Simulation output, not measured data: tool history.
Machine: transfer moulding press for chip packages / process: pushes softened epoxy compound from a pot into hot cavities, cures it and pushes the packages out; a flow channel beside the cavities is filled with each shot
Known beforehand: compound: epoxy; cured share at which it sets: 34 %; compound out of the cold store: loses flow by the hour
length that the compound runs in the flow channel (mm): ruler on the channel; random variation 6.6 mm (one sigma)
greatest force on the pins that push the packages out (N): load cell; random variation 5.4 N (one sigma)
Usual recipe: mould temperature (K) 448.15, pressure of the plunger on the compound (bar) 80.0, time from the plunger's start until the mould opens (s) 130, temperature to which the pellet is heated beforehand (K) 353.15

| run | day | mould temperature (K) | pressure of the plunger on the compound (bar) | time from the plunger's start until the mould opens (s) | temperature to which the pellet is heated beforehand (K) | incoming compound's hours out of the cold store | length that the compound runs in the flow channel (mm) | greatest force on the pins that push the packages out (N) |
|---|---|---|---|---|---|---|---|---|
| 1 | 0.000 | 448.15 | 80.0 | 130 | 353.15 | 14.0 | 767 | 183 |
| 2 | 1.608 | 448.15 | 80.0 | 130 | 353.15 | 29.7 | 707 | 190 |
|  | 1.925 | cavities cleaned with cleaning compound and waxed |
| 3 | 2.500 | 448.15 | 80.0 | 130 | 353.15 | 30.0 | 707 | 184 |
| 4 | 3.462 | 448.15 | 80.0 | 130 | 353.15 | 33.1 | 702 | 181 |
| 5 | 4.508 | 448.15 | 80.0 | 130 | 353.15 | 29.6 | 720 | 182 |
|  | 4.746 | plunger's sealing rings changed |
| 6 | 5.367 | 448.15 | 80.0 | 130 | 353.15 | 20.1 | 730 | 193 |
|  | 6.829 | cavities cleaned with cleaning compound and waxed |
| 7 | 6.858 | 442.15 | 80.0 | 129 | 353.15 | 36.1 | 710 | 241 |
| 8 | 7.800 | 442.15 | 85.2 | 136 | 353.15 | 17.7 | 790 | 224 |
| 9 | 9.046 | 448.15 | 88.2 | 130 | 353.15 | 46.6 | 704 | 179 |
|  | 9.854 | mould's thermocouples calibrated |
| 10 | 10.592 | 448.15 | 88.2 | 130 | 353.15 | 21.9 | 768 | 178 |

Run 11 has not been measured yet. What should we expect?
| 11 | 11.521 | 448.15 | 83.4 | 161 | 353.15 | 17.4 | ? | ? |

length that the compound runs in the flow channel (mm): 766
greatest force on the pins that push the packages out (N): 161
Were there no unlogged condition in the tool, this run, its random variation unchanged, would have produced length that the compound runs in the flow channel (mm) 767, greatest force on the pins that push the packages out (N) 158.
